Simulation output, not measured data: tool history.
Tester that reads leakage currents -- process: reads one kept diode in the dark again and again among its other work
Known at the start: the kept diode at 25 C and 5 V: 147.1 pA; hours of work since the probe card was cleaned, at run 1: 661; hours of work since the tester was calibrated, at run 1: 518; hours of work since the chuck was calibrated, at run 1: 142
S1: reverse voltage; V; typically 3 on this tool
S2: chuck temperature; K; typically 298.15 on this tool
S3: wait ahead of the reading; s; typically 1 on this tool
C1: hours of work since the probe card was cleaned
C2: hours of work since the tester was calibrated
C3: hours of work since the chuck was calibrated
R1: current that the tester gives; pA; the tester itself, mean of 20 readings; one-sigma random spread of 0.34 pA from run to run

| run | hour | S1 | S2 | S3 | C1 | C2 | C3 | R1 |
|---|---|---|---|---|---|---|---|---|
| 1 | 0 | 3 | 298.15 | 1 | 661 | 518 | 142 | 111.58 |
| 2 | 259.2 | 15.79 | 298.15 | 1 | 765 | 623 | 247 | 287.31 |
| 3 | 388.2 | 15.79 | 298.15 | 1 | 817 | 674 | 298 | 286.79 |
| 4 | 624.3 | 15.79 | 298.15 | 1 | 912 | 769 | 393 | 286.02 |
| 5 | 793 | 15.79 | 298.15 | 1 | 979 | 837 | 461 | 285.16 |
| 6 | 937.7 | 15.79 | 298.15 | 1 | 1038 | 895 | 519 | 282.82 |
| 7 | 1185.7 | 15.79 | 298.15 | 1 | 1137 | 995 | 619 | 278.94 |
| 8 | 1342.5 | 15.79 | 298.15 | 1 | 1200 | 1058 | 682 | 280.18 |
| 9 | 1547.6 | 15.79 | 298.15 | 1 | 1283 | 1140 | 764 | 279.03 |
| 10 | 1733.5 | 15.79 | 298.15 | 1 | 1357 | 1215 | 839 | 279.11 |
| 11 | 1860.8 | 15.79 | 298.15 | 1 | 1409 | 1266 | 890 | 279.14 |
| 12 | 2112.3 | 15.79 | 298.15 | 1 | 1510 | 1367 | 991 | 274.3 |
| 13 | 2221.9 | 15.52 | 298.15 | 7.96 | 1554 | 1411 | 1035 | 268.59 |
| 14 | 2339.4 | 15.52 | 298.15 | 7.96 | 1601 | 1459 | 1083 | 270.23 |
| 15 | 2472.4 | 1.4 | 322.15 | 2.35 | 1654 | 1512 | 1136 | 379.19 |
| 16 | 2653.9 | 8.09 | 296.15 | 1 | 1727 | 1585 | 1209 | 159.65 |
| 17 | 2916.3 | 8.09 | 296.15 | 1 | 1833 | 1690 | 1314 | 158.17 |
|  | 3028.1 | chuck's temperature calibrated |
| 18 | 3139 | 11.35 | 310.15 | 1.71 | 1921 | 1779 | 45 | 580.96 |
| 19 | 3287.1 | 3.57 | 309.15 | 3.68 | 1981 | 1839 | 104 | 279.57 |
| 20 | 3446.6 | 3 | 318.15 | 0.43 | 2045 | 1903 | 168 | 475.23 |

Pick out some run-to-run changes in R1. Of each, how much would a tool without hidden state show as well, from the settings, what came in and chance, and how much is left for the hidden state and any gauge scatter not in both results compared?
Hidden state present: stray current of the dirty probe card, pA a volt; current scale over the true one, %; true chuck temperature over the reading, C; drift of the gauge itself on leakage_pa, %.
Run 14 -> 15: S1 15.52 -> 1.4, S2 298.15 -> 322.15, S3 7.96 -> 2.35. R1 +108.96 pA: hidden state -21, all else +129.96.
Run 15 -> 16: S1 1.4 -> 8.09, S2 322.15 -> 296.15, S3 2.35 -> 1. R1 -219.54 pA: hidden state +22.49, all else -242.03.
Run 17 -> 18: S1 8.09 -> 11.35, S2 296.15 -> 310.15, S3 1 -> 1.71, chuck's temperature calibrated. R1 +422.79 pA: hidden state +15.63, all else +407.16.
Run 18 -> 19: S1 11.35 -> 3.57, S2 310.15 -> 309.15, S3 1.71 -> 3.68. R1 -301.39 pA: hidden state -7, all else -294.39.

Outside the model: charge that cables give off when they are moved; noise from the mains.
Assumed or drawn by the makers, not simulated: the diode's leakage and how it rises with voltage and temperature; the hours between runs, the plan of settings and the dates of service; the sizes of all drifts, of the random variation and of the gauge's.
